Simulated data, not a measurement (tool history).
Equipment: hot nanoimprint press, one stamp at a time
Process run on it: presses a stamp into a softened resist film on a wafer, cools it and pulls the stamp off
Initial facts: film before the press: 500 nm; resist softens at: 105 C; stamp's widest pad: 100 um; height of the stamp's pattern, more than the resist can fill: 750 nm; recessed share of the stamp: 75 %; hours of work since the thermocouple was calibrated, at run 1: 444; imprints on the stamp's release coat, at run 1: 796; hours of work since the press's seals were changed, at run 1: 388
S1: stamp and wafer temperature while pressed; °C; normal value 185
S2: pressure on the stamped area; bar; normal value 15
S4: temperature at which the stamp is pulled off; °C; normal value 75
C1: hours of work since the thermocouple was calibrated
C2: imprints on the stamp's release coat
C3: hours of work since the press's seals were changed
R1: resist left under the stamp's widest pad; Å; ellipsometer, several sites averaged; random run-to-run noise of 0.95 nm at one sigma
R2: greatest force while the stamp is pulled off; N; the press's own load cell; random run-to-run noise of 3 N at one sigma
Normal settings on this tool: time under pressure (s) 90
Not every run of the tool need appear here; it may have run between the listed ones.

Run 1, hour 0: usual settings; C1 444; C2 796; C3 388. Result: R1 1960 Å, R2 141 N.
At hour 21.6: stamp cleaned and given a new release coat.
Run 2, hour 72.8: usual settings; C1 483; C2 107; C3 427. Result: R1 1968 Å, R2 147 N.
At hour 116: plate thermocouple calibrated.
Run 3, hour 138.9: usual settings but S1 193 °C; C1 13; C2 239; C3 463. Result: R1 1420 Å, R2 147 N.
Run 4, hour 206.2: usual settings; C1 52; C2 379; C3 502. Result: R1 1985 Å, R2 147 N.
At hour 261.8: press's hydraulic seals changed and the load cell set to zero.
Run 5, hour 262.5: usual settings; C1 80; C2 480; C3 0. Result: R1 1997 Å, R2 147 N.
Run 6, hour 325.1: usual settings; C1 116; C2 611; C3 37. Result: R1 1976 Å, R2 141 N.
Run 7, hour 420.2: usual settings but S2 17.9 bar; C1 171; C2 810; C3 92. Result: R1 1816 Å, R2 152 N.
At hour 432.3: stamp cleaned and given a new release coat.
Run 8, hour 472.5: usual settings but S2 17.9 bar; C1 198; C2 84; C3 118. Result: R1 1816 Å, R2 144 N.
Run 9, hour 526.1: usual settings but S4 81 °C; C1 229; C2 196; C3 149. Result: R1 1987 Å, R2 118 N.
Run 10, hour 570.4: usual settings but S1 176 °C, S4 70 °C; C1 254; C2 288; C3 175. Result: R1 2944 Å, R2 168 N.
Run 11, hour 626.2: usual settings but S1 176 °C, S2 9.1 bar, S4 63 °C; C1 287; C2 405; C3 207. Result: R1 3574 Å, R2 198 N.
Run 12, hour 704.8: usual settings but S1 180 °C; C1 332; C2 569; C3 253. Result: R1 2478 Å, R2 145 N.
Run 13, hour 757.9: usual settings but S1 180 °C; C1 363; C2 680; C3 283. Result: R1 2487 Å, R2 141 N.
At hour 833.4: stamp cleaned and given a new release coat.
Run 14, hour 842.1: usual settings but S1 197 °C; C1 408; C2 18; C3 328. Result: R1 1226 Å, R2 147 N.
Run 15, hour 917.7: usual settings but S1 181 °C; C1 452; C2 176; C3 372. Result: R1 2391 Å, R2 145 N.
At hour 933.9: gauge calibrated.
Run 16, hour 982.3: usual settings but S1 181 °C; C1 489; C2 311; C3 409. Result: R1 2351 Å, R2 145 N.

Alternative continuations, all from the tool just after run 16; predict every row:
At hour 1012.9: plate thermocouple calibrated.
Run A, hour 1056.9: usual settings but S1 181 °C, time under pressure (s) 82; C1 25; C2 461; C3 451. Result: R1 ?, R2 ?.
At hour 1012.9: plate thermocouple calibrated.
Run B, hour 1056.9: usual settings but S1 177 °C, time under pressure (s) 58; C1 25; C2 461; C3 451. Result: R1 ?, R2 ?.
At hour 1012.9: plate thermocouple calibrated.
Run C, hour 1056.9: usual settings but S2 22.4 bar, time under pressure (s) 57; C1 25; C2 461; C3 451. Result: R1 ?, R2 ?.
At hour 1012.9: plate thermocouple calibrated.
Run D, hour 1056.9: usual settings but time under pressure (s) 73; C1 25; C2 461; C3 451. Result: R1 ?, R2 ?.
At hour 1012.9: plate thermocouple calibrated.
Run E, hour 1056.9: usual settings but S1 183 °C; C1 25; C2 461; C3 451. Result: R1 ?, R2 ?.

run    R1   R2
  A  2427  146
  B  3150  149
  C  1868  145
  D  2143  138
  E  2150  144
Take away the tool's hidden state, keep each run's random variation, and the runs would have read:
run    R1   R2
  A  2417  145
  B  3137  149
  C  1860  144
  D  2134  137
  E  2141  144
